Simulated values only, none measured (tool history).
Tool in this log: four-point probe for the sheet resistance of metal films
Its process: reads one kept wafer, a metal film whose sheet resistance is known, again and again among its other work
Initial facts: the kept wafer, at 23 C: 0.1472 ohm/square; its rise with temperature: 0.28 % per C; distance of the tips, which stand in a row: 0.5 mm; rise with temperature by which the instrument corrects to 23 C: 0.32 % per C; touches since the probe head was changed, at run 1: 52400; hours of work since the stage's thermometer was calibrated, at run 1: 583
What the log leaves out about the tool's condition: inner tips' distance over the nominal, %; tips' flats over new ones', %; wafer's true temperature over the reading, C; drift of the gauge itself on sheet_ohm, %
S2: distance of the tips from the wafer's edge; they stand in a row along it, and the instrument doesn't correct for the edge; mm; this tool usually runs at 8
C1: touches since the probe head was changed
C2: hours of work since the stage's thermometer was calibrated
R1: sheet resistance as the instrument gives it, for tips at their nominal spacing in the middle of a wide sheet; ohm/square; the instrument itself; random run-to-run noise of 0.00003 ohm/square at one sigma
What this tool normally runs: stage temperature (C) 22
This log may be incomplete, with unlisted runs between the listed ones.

{"run": 1, "hour": 0.0, "stage temperature (C)": 22, "S2": 8, "C1": 52400, "C2": 583, "R1": 0.14762}
{"run": 2, "hour": 63.4, "stage temperature (C)": 22, "S2": 8, "C1": 54444, "C2": 624, "R1": 0.147545}
{"run": 3, "hour": 104.3, "stage temperature (C)": 24, "S2": 8, "C1": 55764, "C2": 651, "R1": 0.147444}
{"run": 4, "hour": 165.8, "stage temperature (C)": 24, "S2": 8, "C1": 57746, "C2": 690, "R1": 0.147463}
{"run": 5, "hour": 198.7, "stage temperature (C)": 22, "S2": 8, "C1": 58807, "C2": 712, "R1": 0.147606}
{"run": 6, "hour": 247.1, "stage temperature (C)": 22, "S2": 8, "C1": 60367, "C2": 743, "R1": 0.147593}
{"run": 7, "hour": 315.9, "stage temperature (C)": 22, "S2": 8, "C1": 62586, "C2": 787, "R1": 0.147594}
{"run": 8, "hour": 358.6, "stage temperature (C)": 22, "S2": 8, "C1": 63962, "C2": 815, "R1": 0.14755}
{"run": 9, "hour": 401.0, "stage temperature (C)": 22, "S2": 8, "C1": 65328, "C2": 842, "R1": 0.147534}
{"run": 10, "hour": 451.3, "stage temperature (C)": 22, "S2": 8, "C1": 66952, "C2": 875, "R1": 0.147593}
{"run": 11, "hour": 498.4, "stage temperature (C)": 22, "S2": 32, "C1": 68469, "C2": 905, "R1": 0.147336}
{"run": 12, "hour": 556.5, "stage temperature (C)": 22, "S2": 24, "C1": 70343, "C2": 943, "R1": 0.147301}
{"run": 13, "hour": 605.9, "stage temperature (C)": 23, "S2": 23, "C1": 71937, "C2": 975, "R1": 0.147214}
{"run": 14, "hour": 666.5, "stage temperature (C)": 21, "S2": 8, "C1": 73891, "C2": 1014, "R1": 0.147665}
{"run": 15, "hour": 718.4, "stage temperature (C)": 21, "S2": 8, "C1": 75565, "C2": 1048, "R1": 0.147601}
{"run": 16, "hour": 776.6, "stage temperature (C)": 22, "S2": 13, "C1": 77442, "C2": 1085, "R1": 0.147397}
{"run": 17, "hour": 841.0, "stage temperature (C)": 22, "S2": 13, "C1": 79516, "C2": 1127, "R1": 0.147392}
{"run": 18, "hour": 876.6, "stage temperature (C)": 22, "S2": 6, "C1": 80665, "C2": 1150, "R1": 0.147826}
{"run": 19, "hour": 934.6, "stage temperature (C)": 22, "S2": 6, "C1": 82534, "C2": 1188, "R1": 0.147831}
{"run": 20, "hour": 975.5, "stage temperature (C)": 19, "S2": 8, "C1": 83854, "C2": 1214, "R1": 0.147755}
{"run": 21, "hour": 1042.4, "stage temperature (C)": 25, "S2": 9, "C1": 86012, "C2": 1257, "R1": 0.147366}
{"run": 22, "hour": 1086.6, "stage temperature (C)": 22, "S2": 8, "C1": 87437, "C2": 1286, "R1": 0.147593}
{"run": 23, "hour": 1138.3, "stage temperature (C)": 27, "S2": 4, "C1": 89102, "C2": 1319, "R1": 0.148231}

Alternative continuations, all from the tool just after run 23; predict every row:
{"run": "A", "hour": 1169.9, "stage temperature (C)": 29, "S2": 4, "C1": 90123, "C2": 1340, "R1": "?"}
{"run": "B", "hour": 1169.9, "stage temperature (C)": 27, "S2": 9, "C1": 90123, "C2": 1340, "R1": "?"}
{"run": "C", "hour": 1169.9, "stage temperature (C)": 19, "S2": 53, "C1": 90123, "C2": 1340, "R1": "?"}

run=A R1=0.148125
run=B R1=0.147234
run=C R1=0.147449
Had the tool no hidden state, the same runs would have come out as:
run=A R1=0.148104
run=B R1=0.147213
run=C R1=0.147428
